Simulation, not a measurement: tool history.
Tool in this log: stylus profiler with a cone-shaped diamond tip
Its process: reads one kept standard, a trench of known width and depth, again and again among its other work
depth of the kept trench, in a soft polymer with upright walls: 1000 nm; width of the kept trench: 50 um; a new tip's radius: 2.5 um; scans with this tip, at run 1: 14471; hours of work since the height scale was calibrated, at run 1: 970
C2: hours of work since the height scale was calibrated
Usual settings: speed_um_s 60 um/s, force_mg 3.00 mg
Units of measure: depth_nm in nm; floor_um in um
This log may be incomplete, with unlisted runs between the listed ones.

run 1 hour=0.0 | speed_um_s=60 force_mg=3.00 | scans_with_this_tip=14471 C2=970 | depth_nm=1009.74 floor_um=45.87
run 2 hour=35.2 | speed_um_s=60 force_mg=2.45 | scans_with_this_tip=14814 C2=993 | depth_nm=1008.62 floor_um=45.82
run 3 hour=73.4 | speed_um_s=60 force_mg=2.45 | scans_with_this_tip=15186 C2=1018 | depth_nm=1008.51 floor_um=45.84
run 4 hour=90.7 | speed_um_s=60 force_mg=2.45 | scans_with_this_tip=15355 C2=1029 | depth_nm=1008.73 floor_um=45.84
run 5 hour=117.4 | speed_um_s=60 force_mg=4.56 | scans_with_this_tip=15614 C2=1047 | depth_nm=1013.08 floor_um=45.88
run 6 hour=137.5 | speed_um_s=60 force_mg=6.75 | scans_with_this_tip=15810 C2=1060 | depth_nm=1016.86 floor_um=45.90
run 7 hour=159.6 | speed_um_s=60 force_mg=2.71 | scans_with_this_tip=16025 C2=1074 | depth_nm=1008.77 floor_um=45.88
run 8 hour=179.0 | speed_um_s=60 force_mg=2.38 | scans_with_this_tip=16214 C2=1087 | depth_nm=1008.46 floor_um=45.82
run 9 hour=207.4 | speed_um_s=60 force_mg=2.29 | scans_with_this_tip=16491 C2=1106 | depth_nm=1007.67 floor_um=45.77
run 10 hour=237.8 | speed_um_s=60 force_mg=2.29 | scans_with_this_tip=16787 C2=1125 | depth_nm=1008.37 floor_um=45.82
run 11 hour=265.0 | speed_um_s=60 force_mg=1.38 | scans_with_this_tip=17051 C2=1143 | depth_nm=1006.03 floor_um=45.80
run 12 hour=284.1 | speed_um_s=82 force_mg=3.00 | scans_with_this_tip=17237 C2=1156 | depth_nm=1009.72 floor_um=45.78
run 13 hour=317.9 | speed_um_s=82 force_mg=3.00 | scans_with_this_tip=17567 C2=1178 | depth_nm=1009.91 floor_um=45.78
run 14 hour=344.1 | speed_um_s=82 force_mg=3.00 | scans_with_this_tip=17822 C2=1195 | depth_nm=1010.31 floor_um=45.82
run 15 hour=372.9 | speed_um_s=49 force_mg=3.00 | scans_with_this_tip=18102 C2=1214 | depth_nm=1009.87 floor_um=45.88
run 16 hour=402.0 | speed_um_s=49 force_mg=3.00 | scans_with_this_tip=18385 C2=1233 | depth_nm=1009.67 floor_um=45.85
run 17 hour=422.7 | speed_um_s=48 force_mg=3.00 | scans_with_this_tip=18587 C2=1246 | depth_nm=1009.94 floor_um=45.87
run 18 hour=450.1 | speed_um_s=117 force_mg=1.07 | scans_with_this_tip=18854 C2=1264 | depth_nm=1005.24 floor_um=45.52
run 19 hour=477.2 | speed_um_s=175 force_mg=3.38 | scans_with_this_tip=19118 C2=1282 | depth_nm=1010.55 floor_um=45.59
run 20 hour=510.2 | speed_um_s=37 force_mg=8.37 | scans_with_this_tip=19439 C2=1303 | depth_nm=1019.29 floor_um=45.91
run 21 hour=535.7 | speed_um_s=37 force_mg=8.37 | scans_with_this_tip=19688 C2=1320 | depth_nm=1019.45 floor_um=45.95
run 22 hour=558.1 | speed_um_s=37 force_mg=8.37 | scans_with_this_tip=19906 C2=1335 | depth_nm=1019.55 floor_um=45.93
run 23 hour=578.5 | speed_um_s=132 force_mg=5.65 | scans_with_this_tip=20104 C2=1348 | depth_nm=1014.49 floor_um=45.72
run 24 hour=610.6 | speed_um_s=35 force_mg=3.34 | scans_with_this_tip=20417 C2=1369 | depth_nm=1010.50 floor_um=45.91
run 25 hour=627.9 | speed_um_s=19 force_mg=5.14 | scans_with_this_tip=20585 C2=1380 | depth_nm=1014.61 floor_um=45.94
run 26 hour=664.5 | speed_um_s=101 force_mg=1.36 | scans_with_this_tip=20942 C2=1404 | depth_nm=1005.85 floor_um=45.63
run 27 hour=681.8 | speed_um_s=101 force_mg=1.36 | scans_with_this_tip=21110 C2=1415 | depth_nm=1006.20 floor_um=45.67
run 28 hour=719.6 | speed_um_s=101 force_mg=1.36 | scans_with_this_tip=21478 C2=1440 | depth_nm=1005.88 floor_um=45.63

Forecast each of these 5 alternatives for the next run:
run A hour=750.6 | speed_um_s=39 force_mg=4.34 | scans_with_this_tip=21780 C2=1460 | depth_nm=? floor_um=?
run B hour=750.6 | speed_um_s=26 force_mg=4.62 | scans_with_this_tip=21780 C2=1460 | depth_nm=? floor_um=?
run C hour=750.6 | speed_um_s=20 force_mg=8.41 | scans_with_this_tip=21780 C2=1460 | depth_nm=? floor_um=?
run D hour=750.6 | speed_um_s=102 force_mg=3.32 | scans_with_this_tip=21780 C2=1460 | depth_nm=? floor_um=?
run E hour=750.6 | speed_um_s=176 force_mg=3.00 | scans_with_this_tip=21780 C2=1460 | depth_nm=? floor_um=?

run=A depth_nm=1012.68 floor_um=45.93
run=B depth_nm=1013.21 floor_um=46.01
run=C depth_nm=1019.40 floor_um=45.94
run=D depth_nm=1010.52 floor_um=45.73
run=E depth_nm=1009.61 floor_um=45.54
Stripped of hidden state, with their random variation kept, the same runs would have yielded:
run=A depth_nm=1012.70 floor_um=45.95
run=B depth_nm=1013.23 floor_um=46.02
run=C depth_nm=1019.42 floor_um=45.95
run=D depth_nm=1010.54 floor_um=45.74
run=E depth_nm=1009.63 floor_um=45.55

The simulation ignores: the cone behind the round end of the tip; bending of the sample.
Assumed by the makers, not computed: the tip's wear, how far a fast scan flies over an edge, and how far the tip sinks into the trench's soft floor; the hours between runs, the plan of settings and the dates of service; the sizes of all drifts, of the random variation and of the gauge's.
